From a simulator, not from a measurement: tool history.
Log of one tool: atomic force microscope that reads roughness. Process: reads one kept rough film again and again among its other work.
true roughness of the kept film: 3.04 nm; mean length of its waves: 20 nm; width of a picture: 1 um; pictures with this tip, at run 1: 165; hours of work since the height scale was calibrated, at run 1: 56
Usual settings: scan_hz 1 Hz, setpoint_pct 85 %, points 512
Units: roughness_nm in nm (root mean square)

run   hour  scan_hz  setpoint_pct  points  pictures with this tip  hours of work since the height scale was calibrated  roughness_nm
  1      0        1            85     512                     165                                                   56          1.99
  2   17.6        1            85     532                     184                                                   65          1.96
  3   42.7        1            85     532                     211                                                   78         1.902
  4   66.1        1            85     532                     236                                                   91         1.881
  5   80.7        1            85     532                     252                                                   98         1.849
  6  100.3        1            85     548                     273                                                  108         1.801
  7    118        1            85     512                     292                                                  118         1.788
  8    129        1            85     512                     304                                                  123         1.769
     135.1  -- new tip fitted
  9  154.4        1            85     984                      21                                                  136         2.326
 10  165.2        1            85     984                      32                                                  142         2.315
 11  178.5     1.46            85     984                      47                                                  149         2.211
 12  193.8        1            85     512                      63                                                  157         2.224
 13  209.9        1            85     512                      81                                                  165         2.167
 14  233.4        1            89     512                     106                                                  178         2.104
 15  251.4        1            85     512                     125                                                  187         2.098
 16  265.7        1            85     512                     141                                                  195         2.052
 17  287.6     0.64            85     512                     165                                                  206         2.029
 18  308.3     0.64            85     512                     187                                                  217         2.012
 19  330.3     0.64            85     512                     211                                                  228         1.974
 20  342.2     0.64            85     512                     224                                                  234         1.945
 21    366     0.64            85     512                     249                                                  247         1.912
 22  385.2     0.64            85     512                     270                                                  257         1.874
 23    410     0.64            85     512                     297                                                  270         1.812
     422.6  -- new tip fitted
 24  423.6     0.64            85     512                       1                                                  277         2.366
 25  444.9     0.64            85     512                      24                                                  288         2.316
 26  459.9        1            67     512                      40                                                  296         2.312
 27  475.1        1            67     512                      57                                                  304         2.291
 28  500.8     1.45            85     512                      84                                                  317         2.122
 29  517.3     1.45            85     512                     102                                                  326         2.085
 30    530     1.45            89     409                     116                                                  332         2.015
 31  552.2     1.45            89     409                     140                                                  344         1.967
 32  569.8     1.45            71     409                     159                                                  353         2.037
 33  594.7     1.45            71     409                     186                                                  366         1.986
 34  620.2     1.45            71     409                     213                                                  379         1.951
 35  645.5     1.45            71     409                     241                                                  392         1.908
 36  656.7        1            69     337                     253                                                  398         1.898
 37  669.8     1.03            60     820                     267                                                  405         1.928
 38  693.8     1.03            55     828                     293                                                  418         1.885
     710.6  -- new tip fitted
 39  712.6     1.03            55     828                       2                                                  427           2.5
 40  734.6     1.03            55     828                      26                                                  439         2.423
 41  757.1     1.03            64     828                      51                                                  450         2.339
 42  782.2     1.03            64     828                      78                                                  464         2.269
 43  796.7     0.61            85     512                      93                                                  471          2.21
 44  819.9        1            85     512                     118                                                  483         2.107
 45  834.6     1.04            85     514                     134                                                  491         2.075
 46  851.4     2.21            89     641                     152                                                  500         1.901
 47  876.3     2.61            60     343                     179                                                  513         1.998
 48  889.5     2.61            60     343                     194                                                  520         1.978
 49  910.1     0.57            60     272                     216                                                  530         1.976
 50  929.3        1            85     699                     237                                                  540         1.903
 51  940.9        1            85     699                     249                                                  546          1.89
 52  960.1     2.43            70     366                     270                                                  556         1.818
 53  971.2     2.43            78     366                     282                                                  562         1.748

Measured less the same run without the tool's hidden state. The same run-to-run variation is in both; the gauge's scatter may not be:
The hidden state here: radius of the tip, nm; height scale over the true one, %; drift of the gauge itself on roughness_nm, %.
run  roughness_nm
  1        -0.377
  2        -0.409
  3        -0.454
  4        -0.496
  5         -0.52
  6        -0.546
  7        -0.576
  8        -0.591
  9        -0.058
 10        -0.084
 11        -0.118
 12        -0.152
 13         -0.19
 14        -0.239
 15        -0.278
 16        -0.305
 17        -0.355
 18          -0.4
 19        -0.442
 20        -0.465
 21        -0.505
 22        -0.537
 23        -0.572
 24        -0.029
 25         -0.08
 26         -0.12
 27        -0.161
 28        -0.205
 29         -0.24
 30        -0.264
 31        -0.303
 32         -0.35
 33        -0.397
 34        -0.448
 35        -0.491
 36        -0.512
 37        -0.551
 38        -0.588
 39        +0.001
 40        -0.059
 41         -0.12
 42        -0.183
 43        -0.211
 44        -0.255
 45        -0.287
 46        -0.298
 47        -0.375
 48          -0.4
 49        -0.444
 50        -0.469
 51        -0.484
 52        -0.511
 53        -0.515
